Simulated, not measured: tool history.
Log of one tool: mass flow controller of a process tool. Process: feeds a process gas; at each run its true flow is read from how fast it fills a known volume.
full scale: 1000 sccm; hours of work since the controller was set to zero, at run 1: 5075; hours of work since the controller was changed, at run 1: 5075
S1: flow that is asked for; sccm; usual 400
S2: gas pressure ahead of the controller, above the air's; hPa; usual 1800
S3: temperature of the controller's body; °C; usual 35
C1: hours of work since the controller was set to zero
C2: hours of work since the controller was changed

{"run": 1, "hour": 0.0, "S1": 400, "S2": 1800, "S3": 35, "C1": 5075, "C2": 5075, "true flow (%)": 98.53}
{"run": 2, "hour": 118.6, "S1": 400, "S2": 1800, "S3": 35, "C1": 5169, "C2": 5169, "true flow (%)": 98.48}
{"run": 3, "hour": 346.2, "S1": 400, "S2": 2650, "S3": 35, "C1": 5349, "C2": 5349, "true flow (%)": 99.28}
{"run": 4, "hour": 551.9, "S1": 400, "S2": 1970, "S3": 35, "C1": 5512, "C2": 5512, "true flow (%)": 98.69}
{"run": 5, "hour": 777.3, "S1": 400, "S2": 1970, "S3": 35, "C1": 5691, "C2": 5691, "true flow (%)": 98.78}
{"run": 6, "hour": 1027.7, "S1": 400, "S2": 1460, "S3": 35, "C1": 5889, "C2": 5889, "true flow (%)": 98.4}
{"run": 7, "hour": 1222.3, "S1": 400, "S2": 1800, "S3": 37, "C1": 6043, "C2": 6043, "true flow (%)": 98.54}
{"hour": 1432.5, "done": "controller's zero set anew"}
{"run": 8, "hour": 1434.6, "S1": 400, "S2": 1800, "S3": 37, "C1": 2, "C2": 6211, "true flow (%)": 98.73}
{"run": 9, "hour": 1699.5, "S1": 400, "S2": 1800, "S3": 37, "C1": 211, "C2": 6421, "true flow (%)": 98.74}
{"run": 10, "hour": 1954.1, "S1": 400, "S2": 1800, "S3": 37, "C1": 413, "C2": 6623, "true flow (%)": 98.74}
{"run": 11, "hour": 2130.7, "S1": 400, "S2": 1800, "S3": 37, "C1": 553, "C2": 6762, "true flow (%)": 98.69}
{"run": 12, "hour": 2341.9, "S1": 400, "S2": 1800, "S3": 35, "C1": 720, "C2": 6930, "true flow (%)": 98.94}
{"run": 13, "hour": 2524.0, "S1": 400, "S2": 2360, "S3": 35, "C1": 865, "C2": 7074, "true flow (%)": 99.48}
{"run": 14, "hour": 2745.5, "S1": 824, "S2": 1800, "S3": 35, "C1": 1040, "C2": 7249, "true flow (%)": 99.44}
{"run": 15, "hour": 2902.3, "S1": 564, "S2": 2760, "S3": 35, "C1": 1164, "C2": 7374, "true flow (%)": 99.83}
{"run": 16, "hour": 3067.6, "S1": 284, "S2": 1690, "S3": 35, "C1": 1295, "C2": 7505, "true flow (%)": 98.86}
{"run": 17, "hour": 3220.0, "S1": 115, "S2": 2510, "S3": 26, "C1": 1416, "C2": 7625, "true flow (%)": 99.89}
{"run": 18, "hour": 3411.5, "S1": 194, "S2": 1800, "S3": 20, "C1": 1567, "C2": 7777, "true flow (%)": 99.83}
{"run": 19, "hour": 3522.5, "S1": 201, "S2": 2670, "S3": 35, "C1": 1655, "C2": 7865, "true flow (%)": 99.61}
{"run": 20, "hour": 3702.8, "S1": 274, "S2": 1800, "S3": 37, "C1": 1798, "C2": 8008, "true flow (%)": 98.88}
{"run": 21, "hour": 3824.9, "S1": 274, "S2": 1800, "S3": 37, "C1": 1895, "C2": 8104, "true flow (%)": 98.83}
{"run": 22, "hour": 4069.8, "S1": 400, "S2": 2220, "S3": 35, "C1": 2089, "C2": 8298, "true flow (%)": 99.39}
{"run": 23, "hour": 4329.3, "S1": 593, "S2": 2220, "S3": 35, "C1": 2294, "C2": 8504, "true flow (%)": 99.9}
{"run": 24, "hour": 4445.0, "S1": 593, "S2": 2220, "S3": 35, "C1": 2386, "C2": 8596, "true flow (%)": 99.86}
{"run": 25, "hour": 4588.5, "S1": 702, "S2": 1970, "S3": 33, "C1": 2500, "C2": 8709, "true flow (%)": 99.98}
{"run": 26, "hour": 4850.6, "S1": 702, "S2": 1970, "S3": 33, "C1": 2707, "C2": 8917, "true flow (%)": 99.97}
{"run": 27, "hour": 5037.9, "S1": 195, "S2": 1970, "S3": 30, "C1": 2856, "C2": 9065, "true flow (%)": 99.56}
{"run": 28, "hour": 5155.6, "S1": 400, "S2": 1800, "S3": 27, "C1": 2949, "C2": 9158, "true flow (%)": 100.05}

4 ways to go on from here, each from the tool as it stands after run 28. What would each give?
{"run": "A", "hour": 5399.3, "S1": 869, "S2": 1510, "S3": 35, "C1": 3142, "C2": 9351, "true flow (%)": "?"}
{"run": "B", "hour": 5399.3, "S1": 400, "S2": 1500, "S3": 35, "C1": 3142, "C2": 9351, "true flow (%)": "?"}
{"run": "C", "hour": 5399.3, "S1": 337, "S2": 1800, "S3": 35, "C1": 3142, "C2": 9351, "true flow (%)": "?"}
{"run": "D", "hour": 5399.3, "S1": 640, "S2": 1690, "S3": 31, "C1": 3142, "C2": 9351, "true flow (%)": "?"}

run=A true_flow_(%)=99.75
run=B true_flow_(%)=99.27
run=C true_flow_(%)=99.38
run=D true_flow_(%)=99.8
Without the tool's hidden state the same runs would have given:
run=A true_flow_(%)=98.82
run=B true_flow_(%)=98.34
run=C true_flow_(%)=98.46
run=D true_flow_(%)=98.87
